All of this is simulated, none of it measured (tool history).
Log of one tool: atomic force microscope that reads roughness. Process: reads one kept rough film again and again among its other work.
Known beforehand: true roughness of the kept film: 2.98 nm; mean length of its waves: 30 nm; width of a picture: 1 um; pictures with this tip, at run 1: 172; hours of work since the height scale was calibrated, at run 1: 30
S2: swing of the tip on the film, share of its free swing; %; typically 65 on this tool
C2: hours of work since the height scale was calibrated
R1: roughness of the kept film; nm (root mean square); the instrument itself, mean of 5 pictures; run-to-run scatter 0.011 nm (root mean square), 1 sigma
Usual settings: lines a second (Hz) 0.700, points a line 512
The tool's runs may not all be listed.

Run 1, hour 0.0: usual settings; pictures with this tip 172; C2 30. Result: R1 2.627 nm (root mean square).
Run 2, hour 32.2: usual settings; pictures with this tip 237; C2 49. Result: R1 2.623 nm (root mean square).
At hour 57.0: new tip fitted.
Run 3, hour 59.3: usual settings; pictures with this tip 5; C2 65. Result: R1 2.628 nm (root mean square).
Run 4, hour 74.1: usual settings but points a line 263; pictures with this tip 34; C2 73. Result: R1 2.629 nm (root mean square).
Run 5, hour 101.9: usual settings but points a line 859; pictures with this tip 90; C2 90. Result: R1 2.655 nm (root mean square).
Run 6, hour 121.7: usual settings but points a line 859; pictures with this tip 129; C2 101. Result: R1 2.635 nm (root mean square).
Run 7, hour 151.4: usual settings but points a line 859; pictures with this tip 189; C2 119. Result: R1 2.658 nm (root mean square).
Run 8, hour 174.6: usual settings but S2 66 %, points a line 859; pictures with this tip 235; C2 133. Result: R1 2.619 nm (root mean square).
At hour 199.3: new tip fitted.
Run 9, hour 203.3: usual settings but S2 66 %, points a line 859; pictures with this tip 8; C2 149. Result: R1 2.659 nm (root mean square).
Run 10, hour 235.2: usual settings but S2 66 %, points a line 284; pictures with this tip 72; C2 168. Result: R1 2.591 nm (root mean square).
Run 11, hour 266.4: usual settings but S2 66 %, points a line 330; pictures with this tip 134; C2 186. Result: R1 2.632 nm (root mean square).
Run 12, hour 295.0: usual settings but lines a second (Hz) 0.983, S2 88 %, points a line 371; pictures with this tip 191; C2 203. Result: R1 2.392 nm (root mean square).
Run 13, hour 327.5: usual settings but lines a second (Hz) 0.894, S2 87 %, points a line 997; pictures with this tip 256; C2 222. Result: R1 2.423 nm (root mean square).
At hour 342.3: new tip fitted.
Run 14, hour 360.4: usual settings but lines a second (Hz) 0.591, points a line 997; pictures with this tip 36; C2 242. Result: R1 2.651 nm (root mean square).
Run 15, hour 388.8: usual settings but points a line 351; pictures with this tip 93; C2 258. Result: R1 2.631 nm (root mean square).
Run 16, hour 414.0: usual settings but points a line 351; pictures with this tip 143; C2 273. Result: R1 2.649 nm (root mean square).
Run 17, hour 439.5: usual settings but points a line 351; pictures with this tip 194; C2 288. Result: R1 2.639 nm (root mean square).
Run 18, hour 468.9: usual settings but points a line 351; pictures with this tip 253; C2 305. Result: R1 2.635 nm (root mean square).

What if the next run were any one of these 3? Each begins from the tool's condition after run 18:
At hour 484.2: new tip fitted.
Run A, hour 501.2: usual settings but points a line 973; pictures with this tip 34; C2 324. Result: R1 ?.
At hour 484.2: new tip fitted.
Run B, hour 501.2: usual settings but lines a second (Hz) 1.813, S2 80 %, points a line 377; pictures with this tip 34; C2 324. Result: R1 ?.
At hour 484.2: new tip fitted.
Run C, hour 501.2: usual settings but lines a second (Hz) 2.814; pictures with this tip 34; C2 324. Result: R1 ?.

run     R1
  A  2.638
  B  2.308
  C  2.422
Without the tool's hidden state the same runs would have given:
run     R1
  A  2.639
  B  2.309
  C  2.423
